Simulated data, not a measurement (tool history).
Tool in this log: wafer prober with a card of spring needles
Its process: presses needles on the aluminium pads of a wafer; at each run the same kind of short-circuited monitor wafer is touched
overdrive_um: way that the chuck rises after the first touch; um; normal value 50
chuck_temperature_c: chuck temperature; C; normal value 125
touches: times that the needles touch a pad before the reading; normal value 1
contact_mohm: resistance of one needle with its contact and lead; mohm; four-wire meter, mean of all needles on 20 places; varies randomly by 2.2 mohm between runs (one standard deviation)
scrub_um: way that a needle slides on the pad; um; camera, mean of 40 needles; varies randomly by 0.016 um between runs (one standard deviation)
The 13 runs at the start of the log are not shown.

run	hour	overdrive_um	chuck_temperature_c	touches	contact_mohm	scrub_um
# hour 111.9: tips cleaned on abrasive film
14	113.3	58	125	1	254	7.56
15	123.2	61	125	1	275	7.96
# hour 123.8: tips cleaned on abrasive film
16	129.6	50	125	1	269	6.52
# hour 135.7: tips cleaned on abrasive film
17	138.4	50	125	1	264	6.50
# hour 147.5: tips cleaned on abrasive film
18	148.5	50	125	1	257	6.52
19	153.5	51	125	1	272	6.64
# hour 159.8: tips cleaned on abrasive film
20	163.7	50	34	1	245	6.52
21	169.0	50	39	1	263	6.50
# hour 172.4: tips cleaned on abrasive film
22	176.9	34	121	3	272	4.41
# hour 184.3: tips cleaned on abrasive film
23	187.1	45	51	2	241	5.82
24	193.4	36	125	1	309	4.65
# hour 196.5: tips cleaned on abrasive film
25	202.4	68	91	1	255	8.85
26	207.6	65	62	1	258	8.42
# hour 208.8: tips cleaned on abrasive film
27	214.5	66	37	1	245	8.55
# hour 221.0: tips cleaned on abrasive film
28	224.9	66	37	1	235	8.54
# hour 232.9: tips cleaned on abrasive film
29	236.0	50	124	1	266	6.45
30	241.3	50	124	1	279	6.44
# hour 244.9: tips cleaned on abrasive film
31	250.9	45	25	1	256	5.80
# hour 257.0: tips cleaned on abrasive film
32	257.8	50	50	1	243	6.42
33	264.0	31	31	1	307	3.93

Forecast each of these 3 alternatives for the next run:
# hour 268.8: tips cleaned on abrasive film
A	271.2	51	31	1	?	?
# hour 268.8: tips cleaned on abrasive film
B	271.2	31	84	2	?	?
# hour 268.8: tips cleaned on abrasive film
C	271.2	31	31	1	?	?

run	contact_mohm	scrub_um
A	239	6.57
B	266	3.89
C	273	3.92
Stripped of hidden state, with their random variation kept, the same runs would have yielded:
run	contact_mohm	scrub_um
A	225	6.70
B	245	4.02
C	236	4.05
